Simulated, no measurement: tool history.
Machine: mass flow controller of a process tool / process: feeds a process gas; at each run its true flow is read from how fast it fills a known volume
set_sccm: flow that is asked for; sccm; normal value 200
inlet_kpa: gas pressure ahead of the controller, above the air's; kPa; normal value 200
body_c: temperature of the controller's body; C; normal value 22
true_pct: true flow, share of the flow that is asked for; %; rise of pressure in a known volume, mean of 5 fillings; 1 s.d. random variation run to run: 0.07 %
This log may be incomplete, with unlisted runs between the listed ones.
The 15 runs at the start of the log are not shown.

run	hour	set_sccm	inlet_kpa	body_c	true_pct
16	3735.2	200	155	22	98.25
17	4038.6	200	155	22	98.20
18	4274.7	200	200	22	98.31
19	4515.1	200	200	22	98.39
20	4837.8	200	245	22	98.31
21	5056.3	200	245	22	98.43
22	5263.2	200	245	22	98.44
# hour 5555.2: controller exchanged for a calibrated one
23	5555.2	200	245	22	99.25
24	5903.1	200	245	22	99.32

Run 25 is up next; what results do you expect?
25	6111.4	439	182	31	?

true_pct: 99.97 %
Take away the tool's hidden state, keep the run-to-run variation as it was, and the same run would have given true_pct 100.10 %.

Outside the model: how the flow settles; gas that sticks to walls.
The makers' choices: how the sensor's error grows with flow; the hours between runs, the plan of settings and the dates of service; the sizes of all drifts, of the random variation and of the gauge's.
